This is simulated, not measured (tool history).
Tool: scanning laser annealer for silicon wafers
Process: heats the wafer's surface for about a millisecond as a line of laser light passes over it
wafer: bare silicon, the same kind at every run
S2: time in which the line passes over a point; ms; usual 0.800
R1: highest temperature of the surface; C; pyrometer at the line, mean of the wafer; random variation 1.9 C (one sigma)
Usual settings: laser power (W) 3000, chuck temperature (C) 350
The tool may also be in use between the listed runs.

run 1 hour=0.0 | laser_power_(W)=3000 S2=0.800 chuck_temperature_(C)=350 | R1=1125
run 2 hour=6.6 | laser_power_(W)=3011 S2=0.800 chuck_temperature_(C)=350 | R1=1125
run 3 hour=16.2 | laser_power_(W)=3011 S2=0.800 chuck_temperature_(C)=350 | R1=1128
run 4 hour=25.8 | laser_power_(W)=3000 S2=0.800 chuck_temperature_(C)=350 | R1=1127
run 5 hour=32.9 | laser_power_(W)=3000 S2=0.800 chuck_temperature_(C)=350 | R1=1125
run 6 hour=43.1 | laser_power_(W)=3000 S2=0.800 chuck_temperature_(C)=350 | R1=1128
run 7 hour=52.4 | laser_power_(W)=3000 S2=0.800 chuck_temperature_(C)=350 | R1=1124
run 8 hour=62.3 | laser_power_(W)=3000 S2=0.898 chuck_temperature_(C)=350 | R1=1166
run 9 hour=66.7 | laser_power_(W)=3000 S2=0.898 chuck_temperature_(C)=350 | R1=1166
run 10 hour=72.7 | laser_power_(W)=3188 S2=0.898 chuck_temperature_(C)=345 | R1=1214
run 11 hour=81.7 | laser_power_(W)=3188 S2=0.898 chuck_temperature_(C)=345 | R1=1212
run 12 hour=87.1 | laser_power_(W)=3188 S2=0.982 chuck_temperature_(C)=345 | R1=1252
run 13 hour=95.1 | laser_power_(W)=3188 S2=0.982 chuck_temperature_(C)=345 | R1=1249
run 14 hour=103.2 | laser_power_(W)=2760 S2=0.608 chuck_temperature_(C)=330 | R1=957
run 15 hour=107.5 | laser_power_(W)=2760 S2=0.608 chuck_temperature_(C)=330 | R1=954
run 16 hour=112.0 | laser_power_(W)=3000 S2=0.789 chuck_temperature_(C)=334 | R1=1102
run 17 hour=116.4 | laser_power_(W)=3000 S2=0.789 chuck_temperature_(C)=334 | R1=1104
run 18 hour=123.3 | laser_power_(W)=3000 S2=0.789 chuck_temperature_(C)=334 | R1=1101

Hidden state or all else? Some run-to-run changes of R1, split into what the settings, what came in and random variation would give without the hidden state, and what is left for the hidden state (with any gauge scatter that isn't in both results):
The hidden state here: light that passes the window, % of a clean one's; laser's true power over the reading, %; width of the line over the set one, %; drift of the gauge itself on peak_c, C.
Run 13 -> 14: laser power (W) 3188 -> 2760, S2 0.982 -> 0.608, chuck temperature (C) 345 -> 330. R1 -292 C: hidden state +4, all else -296.

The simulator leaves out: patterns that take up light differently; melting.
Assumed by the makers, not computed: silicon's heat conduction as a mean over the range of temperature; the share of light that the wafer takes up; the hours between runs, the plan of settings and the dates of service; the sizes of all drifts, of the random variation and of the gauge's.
